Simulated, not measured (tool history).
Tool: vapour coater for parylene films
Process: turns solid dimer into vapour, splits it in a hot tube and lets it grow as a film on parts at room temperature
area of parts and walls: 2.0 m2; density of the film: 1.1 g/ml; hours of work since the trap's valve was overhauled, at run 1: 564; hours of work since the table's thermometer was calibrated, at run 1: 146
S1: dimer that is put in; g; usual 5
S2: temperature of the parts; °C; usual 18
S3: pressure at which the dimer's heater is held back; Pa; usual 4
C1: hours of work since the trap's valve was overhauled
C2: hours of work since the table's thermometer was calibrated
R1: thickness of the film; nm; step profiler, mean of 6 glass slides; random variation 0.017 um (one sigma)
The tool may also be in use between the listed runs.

run	hour	S1	S2	S3	C1	C2	R1
1	0	5	18	4	564	146	1650
2	20.3	5	18	4	578	160	1640
3	49.6	5	18	4	598	180	1630
4	80.6	5	18	4	620	202	1590
5	98.4	5	20	4	632	214	1430
# hour 112: trap's valve overhauled
6	122	5	20	4	7	228	1650
7	159.1	5	20	4	33	254	1650
8	177.9	5	18	4	46	267	1830
9	195.1	3	18	4	58	279	1090
10	227	5	24	4	80	301	1370
11	258.3	5	24	4	102	323	1340
12	286.3	5	14	4	121	342	2170
13	306.5	5	18	4.6	136	356	1710
14	329.1	5	18	4	151	372	1730
15	369.3	5	18	4	179	400	1770
16	392.6	5	21	4	195	416	1530
17	422	5	21	4	216	437	1500
18	445.5	5	18	4	232	453	1710
19	464.3	5	18	4	245	466	1690
20	485.5	5	18	4	260	481	1730

Run 21 comes next. What will it give?
21	514	5	18	5.62	280	501	?

Run 21 gave R1 1560 nm.
Without the tool's hidden state the same run would have given R1 1710 nm.
